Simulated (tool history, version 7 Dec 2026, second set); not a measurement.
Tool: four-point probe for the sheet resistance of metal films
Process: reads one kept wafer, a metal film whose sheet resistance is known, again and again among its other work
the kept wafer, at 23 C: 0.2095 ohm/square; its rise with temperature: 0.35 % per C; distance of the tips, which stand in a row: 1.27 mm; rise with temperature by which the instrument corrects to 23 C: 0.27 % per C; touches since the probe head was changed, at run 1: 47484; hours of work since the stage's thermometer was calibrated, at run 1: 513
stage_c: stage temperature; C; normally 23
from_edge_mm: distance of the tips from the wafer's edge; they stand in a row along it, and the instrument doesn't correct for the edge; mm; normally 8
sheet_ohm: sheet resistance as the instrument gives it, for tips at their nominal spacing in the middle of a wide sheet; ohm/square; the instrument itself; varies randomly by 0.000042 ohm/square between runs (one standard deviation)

run,day,stage_c,from_edge_mm,touches since the probe head was changed,hours of work since the stage's thermometer was calibrated,sheet_ohm
1,0.000,23,8,47484,513,0.214567
2,0.708,23,8,48231,524,0.214625
3,1.529,23,8,49096,536,0.214694
4,2.096,23,8,49694,545,0.214617
5,2.683,23,8,50314,554,0.214675
6,3.629,23,8,51308,569,0.214725
7,4.025,23,8,51725,575,0.214653
8,4.696,30,8,52434,585,0.215945
9,5.338,30,8,53112,595,0.215828
10,6.238,30,8,54058,609,0.215897
11,6.950,30,8,54810,620,0.215966
12,7.867,30,8,55777,634,0.215872
13,8.425,30,8,56366,643,0.215957
14,9.138,30,8,57115,653,0.215945
15,10.092,30,8,58121,668,0.215952
16,10.500,23,29,58549,674,0.212140
17,11.200,23,29,59287,685,0.212327
18,11.662,23,29,59776,692,0.212277
19,12.567,23,63,60730,706,0.212018
20,13.188,23,63,61385,716,0.212121
21,13.938,23,63,62177,727,0.212156
22,14.504,23,26,62770,736,0.212411
23,15.271,23,26,63580,748,0.212375
24,16.008,27,8,64358,759,0.215645
# day 16.075: stage's thermometer calibrated
25,16.938,18,5,65314,13,0.218399
26,17.342,23,7,65742,20,0.215751
27,17.796,23,7,66219,27,0.215903
28,18.671,23,9,67140,40,0.214458
29,19.583,25,15,68103,54,0.213258
# day 20.400: stage's thermometer calibrated, once more
30,20.508,25,15,69055,2,0.213611
31,21.462,25,51,70064,16,0.212864
32,21.933,25,51,70558,24,0.212948
33,22.679,33,3,71342,35,0.232800
34,23.638,33,3,72354,50,0.232744
35,24.379,24,8,73137,61,0.215556
36,25.021,26,13,73811,71,0.214201
37,25.829,22,35,74664,84,0.212540
38,26.317,22,35,75180,91,0.212568
39,27.021,26,52,75919,102,0.213224
40,27.638,30,67,76572,112,0.213798
41,28.254,21,3,77221,121,0.230772
42,29.042,21,3,78051,133,0.230861
43,29.479,21,16,78513,140,0.213070
44,29.967,30,29,79027,147,0.214029

Each row is a separate what-if for the run after 44, all from the same tool condition, not one after another. Results?
A,30.842,35,37,79947,161,?
B,30.842,34,29,79947,161,?
C,30.842,18,9,79947,161,?

run,sheet_ohm
A,0.214792
B,0.214673
C,0.214095
Without the tool's unlogged condition, the same runs would have read:
run,sheet_ohm
A,0.211552
B,0.211435
C,0.210872
